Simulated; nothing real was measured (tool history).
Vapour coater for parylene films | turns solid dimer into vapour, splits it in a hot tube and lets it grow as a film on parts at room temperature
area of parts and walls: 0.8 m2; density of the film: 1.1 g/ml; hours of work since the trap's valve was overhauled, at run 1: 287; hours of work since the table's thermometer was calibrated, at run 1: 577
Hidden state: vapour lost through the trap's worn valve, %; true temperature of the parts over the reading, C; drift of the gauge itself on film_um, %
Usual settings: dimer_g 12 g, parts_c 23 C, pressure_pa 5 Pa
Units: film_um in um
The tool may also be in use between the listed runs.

| run | day | dimer_g | parts_c | pressure_pa | hours of work since the trap's valve was overhauled | hours of work since the table's thermometer was calibrated | film_um |
|---|---|---|---|---|---|---|---|
| 1 | 0 | 12 | 23 | 5 | 287 | 577 | 9.03 |
| 2 | 0.671 | 12 | 23 | 5.82 | 300 | 590 | 9.01 |
| 3 | 1.475 | 12 | 23 | 5.82 | 316 | 606 | 8.87 |
| 4 | 2.092 | 12 | 23 | 5 | 328 | 618 | 9.17 |
| 5 | 3.071 | 12 | 23 | 4.11 | 347 | 637 | 9.16 |
| 6 | 4.121 | 12 | 23 | 5 | 367 | 657 | 8.9 |
| 7 | 5.175 | 12 | 23 | 5 | 388 | 678 | 8.99 |
| 8 | 5.75 | 12 | 23 | 3.18 | 399 | 689 | 9.44 |
| 9 | 6.504 | 12 | 26 | 5 | 414 | 704 | 8.52 |
| 10 | 7.358 | 12 | 26 | 5 | 430 | 720 | 8.51 |
| 11 | 8.088 | 12 | 26 | 5 | 444 | 734 | 8.45 |
| 12 | 9.025 | 12 | 20 | 5 | 463 | 753 | 9.45 |
| 13 | 9.9 | 12 | 23 | 5 | 480 | 770 | 9.01 |
| 14 | 10.733 | 12 | 23 | 5 | 496 | 786 | 8.97 |
| 15 | 11.283 | 10 | 23 | 2.73 | 507 | 797 | 7.81 |
| 16 | 11.771 | 10 | 30 | 2.73 | 516 | 806 | 6.89 |
| 17 | 12.8 | 19 | 32 | 3.72 | 536 | 826 | 12.26 |
| 18 | 13.488 | 7 | 20 | 7.86 | 549 | 839 | 5.42 |
| 19 | 14.279 | 9 | 17 | 2.23 | 565 | 855 | 7.99 |
|  | 14.492 | trap's valve overhauled |
| 20 | 15.012 | 19 | 22 | 6.11 | 10 | 866 | 14.33 |
| 21 | 15.592 | 12 | 15 | 4.88 | 21 | 877 | 10.58 |
| 22 | 16.271 | 9 | 28 | 9.05 | 35 | 890 | 5.86 |
| 23 | 17.225 | 12 | 19 | 5 | 53 | 909 | 9.77 |
| 24 | 18.296 | 7 | 23 | 11.89 | 74 | 930 | 4.85 |
| 25 | 18.867 | 6 | 26 | 9.25 | 85 | 941 | 4.06 |
| 26 | 19.808 | 6 | 26 | 9.25 | 103 | 959 | 4.04 |
| 27 | 20.704 | 13 | 23 | 6.67 | 121 | 976 | 9.47 |
| 28 | 21.375 | 5 | 28 | 3.83 | 134 | 989 | 3.47 |

5 ways to go on from here, each from the tool as it stands after run 28. What would each give?
| A | 22.279 | 13 | 23 | 5 | 151 | 1007 | ? |
| B | 22.279 | 11 | 17 | 8.72 | 151 | 1007 | ? |
| C | 22.279 | 6 | 15 | 7.79 | 151 | 1007 | ? |
| D | 22.279 | 6 | 20 | 5 | 151 | 1007 | ? |
| E | 22.279 | 5 | 23 | 3.83 | 151 | 1007 | ? |

| run | film_um |
|---|---|
| A | 9.92 |
| B | 8.78 |
| C | 5.17 |
| D | 4.71 |
| E | 3.9 |
Without the tool's hidden state the same runs would have given:
| run | film_um |
|---|---|
| A | 9.94 |
| B | 8.79 |
| C | 5.18 |
| D | 4.72 |
| E | 3.91 |
